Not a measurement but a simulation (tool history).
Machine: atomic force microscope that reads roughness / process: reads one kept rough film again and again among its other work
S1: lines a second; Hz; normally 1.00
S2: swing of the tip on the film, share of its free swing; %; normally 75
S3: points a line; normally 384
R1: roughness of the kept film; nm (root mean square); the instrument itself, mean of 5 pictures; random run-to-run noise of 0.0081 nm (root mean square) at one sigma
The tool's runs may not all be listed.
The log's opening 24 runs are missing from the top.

At hour 1052.5: new tip fitted.
Run 25, hour 1103.4: usual settings but S1 3.56 Hz, S2 58 %, S3 285. Result: R1 1.526 nm (root mean square).
At hour 1118.3: new tip fitted.
Run 26, hour 1164.9: usual settings but S1 1.30 Hz, S2 60 %, S3 627. Result: R1 1.591 nm (root mean square).
At hour 1187.2: new tip fitted.
Run 27, hour 1193.7: usual settings but S1 1.30 Hz, S2 60 %, S3 627. Result: R1 1.752 nm (root mean square).
Run 28, hour 1234.1: usual settings but S1 1.30 Hz, S2 60 %, S3 627. Result: R1 1.602 nm (root mean square).
At hour 1252.3: new tip fitted.
Run 29, hour 1293.3: usual settings but S1 1.14 Hz, S3 627. Result: R1 1.577 nm (root mean square).
At hour 1322.3: new tip fitted.
Run 30, hour 1341.8: usual settings but S1 1.14 Hz, S2 86 %, S3 627. Result: R1 1.585 nm (root mean square).
At hour 1387.5: new tip fitted.
Run 31, hour 1387.5: usual settings but S1 1.08 Hz, S2 66 %, S3 799. Result: R1 1.761 nm (root mean square).
Run 32, hour 1413.4: usual settings but S1 0.77 Hz, S2 86 %, S3 354. Result: R1 1.599 nm (root mean square).
At hour 1454.3: new tip fitted.
Run 33, hour 1475.7: usual settings but S1 1.94 Hz, S2 59 %, S3 290. Result: R1 1.663 nm (root mean square).

Predict each of these 3 candidate next runs independently; none follows another, all start after run 33:
At hour 1520.9: new tip fitted.
Run A, hour 1528.9: usual settings but S1 1.38 Hz, S2 88 %, S3 308. Result: R1 ?.
At hour 1520.9: new tip fitted.
Run B, hour 1528.9: usual settings but S2 64 %, S3 770. Result: R1 ?.
At hour 1520.9: new tip fitted.
Run C, hour 1528.9: usual settings but S2 71 %. Result: R1 ?.

run     R1
  A  1.561
  B  1.752
  C  1.695
With no hidden state in the tool, these same runs would have given:
run     R1
  A  1.626
  B  1.825
  C  1.765
